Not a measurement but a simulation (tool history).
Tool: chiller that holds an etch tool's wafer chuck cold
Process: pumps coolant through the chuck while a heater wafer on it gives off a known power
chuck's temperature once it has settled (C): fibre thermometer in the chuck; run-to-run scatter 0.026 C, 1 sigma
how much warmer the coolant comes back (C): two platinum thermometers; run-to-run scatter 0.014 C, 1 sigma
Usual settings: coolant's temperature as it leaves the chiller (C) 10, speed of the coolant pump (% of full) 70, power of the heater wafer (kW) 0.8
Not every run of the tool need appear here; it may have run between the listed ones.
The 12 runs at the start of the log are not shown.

run     day  coolant's temperature as it leaves the chiller (C)  speed of the coolant pump (% of full)  power of the heater wafer (kW)  chuck's temperature once it has settled (C)  how much warmer the coolant comes back (C)
 13  10.329                                                  10                                     70                             0.8                                        17.23                                        2.82
 14  11.708                                                  10                                     70                             0.8                                        17.27                                        2.86
 15  12.358                                                  10                                     70                             0.8                                        17.24                                        2.87
 16  12.958                                                  10                                     70                             0.8                                        17.29                                        2.86
 17  14.233                                                  12                                     76                           0.707                                         18.1                                        2.33
 18  15.188                                                   8                                     64                            0.53                                         13.1                                        2.14
 19  16.508                                                   8                                     64                            0.53                                        13.08                                        2.15
 20  17.642                                                  10                                     96                           0.563                                        14.18                                        1.51
 21  18.921                                                   1                                     70                             0.8                                         8.25                                        2.88
 22   19.75                                                  15                                     70                             0.8                                        22.24                                        2.92
 23  20.871                                                  15                                     70                           0.559                                        20.07                                        2.08
 24  21.671                                                  17                                     73                           0.569                                        21.99                                        2.05
 25   22.75                                                  17                                     73                           0.569                                        22.04                                        2.03
 26  23.683                                                  17                                     73                           0.569                                        22.01                                        2.05
 27  24.667                                                  17                                     98                           0.561                                        21.19                                         1.5
     25.654  -- gauge calibrated
 28  25.933                                                  17                                     98                           0.561                                        21.13                                        1.33
 29  26.817                                                  14                                     78                           0.561                                        18.78                                        1.73
 30  27.679                                                   7                                     88                           0.561                                        11.41                                        1.52
 31  28.758                                                   7                                     88                           0.561                                        11.46                                        1.56
 32  29.738                                                  12                                     83                           0.891                                        19.26                                        2.57

Predict each of these 4 candidate next runs independently; none follows another, all start after run 32:
  A  30.942                                                  14                                     99                           0.891                                            ?                                           ?
  B  30.942                                                   6                                     90                           0.778                                            ?                                           ?
  C  30.942                                                   7                                     87                           0.791                                            ?                                           ?
  D  30.942                                                  20                                     70                           0.527                                            ?                                           ?

run  chuck's temperature once it has settled (C)  how much warmer the coolant comes back (C)
  A                                        20.59                                        2.16
  B                                        12.11                                         2.1
  C                                        13.34                                        2.17
  D                                        24.76                                        1.86
Without the tool's unlogged condition, the same runs would have read:
run  chuck's temperature once it has settled (C)  how much warmer the coolant comes back (C)
  A                                        20.59                                        2.12
  B                                        12.11                                        2.07
  C                                        13.34                                        2.13
  D                                        24.76                                        1.83
